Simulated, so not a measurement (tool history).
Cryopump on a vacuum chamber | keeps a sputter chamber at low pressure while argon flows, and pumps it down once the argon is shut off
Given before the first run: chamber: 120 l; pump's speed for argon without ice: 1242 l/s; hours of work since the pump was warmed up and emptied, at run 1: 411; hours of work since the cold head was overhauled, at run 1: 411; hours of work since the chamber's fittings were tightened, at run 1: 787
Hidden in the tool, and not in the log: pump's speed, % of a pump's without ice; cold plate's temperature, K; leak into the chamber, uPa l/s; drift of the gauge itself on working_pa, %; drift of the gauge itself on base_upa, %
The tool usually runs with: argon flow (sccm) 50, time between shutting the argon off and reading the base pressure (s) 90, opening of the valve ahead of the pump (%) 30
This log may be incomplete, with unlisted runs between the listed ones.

run   hour  argon flow (sccm)  time between shutting the argon off and reading the base pressure (s)  opening of the valve ahead of the pump (%)  hours of work since the pump was warmed up and emptied  hours of work since the cold head was overhauled  hours of work since the chamber's fittings were tightened  pressure while argon flows (Pa)  pressure after the wait (uPa)
  1      0                 50                                                                     90                                          30                                                     411                                               411                                                        787                           0.2355                           1.23
  2     12                 50                                                                     90                                          30                                                     419                                               419                                                        795                           0.2341                            1.3
  3   21.6                 50                                                                     90                                          30                                                     425                                               425                                                        801                           0.2345                           1.27
  4   42.6                 50                                                                     90                                          35                                                     439                                               439                                                        814                           0.2028                           1.28
  5   60.2                 50                                                                     90                                          30                                                     450                                               450                                                        826                           0.2392                            1.3
  6   72.3                 50                                                                     90                                          30                                                     458                                               458                                                        833                           0.2356                           1.33
  7   85.6                 50                                                                     90                                          30                                                     466                                               466                                                        842                            0.236                           1.34
  8  106.5                 50                                                                     90                                          30                                                     480                                               480                                                        855                           0.2378                           1.34
  9  116.6                 50                                                                     90                                          30                                                     486                                               486                                                        862                           0.2372                           1.34
 10  132.9                 50                                                                     90                                          30                                                     497                                               497                                                        872                           0.2378                           1.38
 11  147.6                 50                                                                     90                                          30                                                     506                                               506                                                        882                           0.2387                           1.37
 12  166.7                 50                                                                     35                                          30                                                     518                                               518                                                        894                           0.2381                           1.81
 13  180.9                 68                                                                     90                                          30                                                     528                                               528                                                        903                           0.3222                            1.4
 14  190.7                 58                                                                     90                                          30                                                     534                                               534                                                        910                           0.2759                           1.38
 15  211.5                 58                                                                     90                                          30                                                     547                                               547                                                        923                           0.2758                           1.41
 16  224.9                 58                                                                     90                                          30                                                     556                                               556                                                        932                           0.2753                            1.4
 17  235.3                 58                                                                     90                                          30                                                     563                                               563                                                        938                           0.2787                           1.41

Forecast run 18:
 18  247.5                 98                                                                     80                                          41                                                     570                                               570                                                        946                                ?                              ?

{"run 18": {"pressure while argon flows (Pa)": 0.3441, "pressure after the wait (uPa)": 1.47}}
On a tool with no hidden condition, and with the same random variation, this run would have come out at pressure while argon flows (Pa) 0.3204, pressure after the wait (uPa) 0.59.
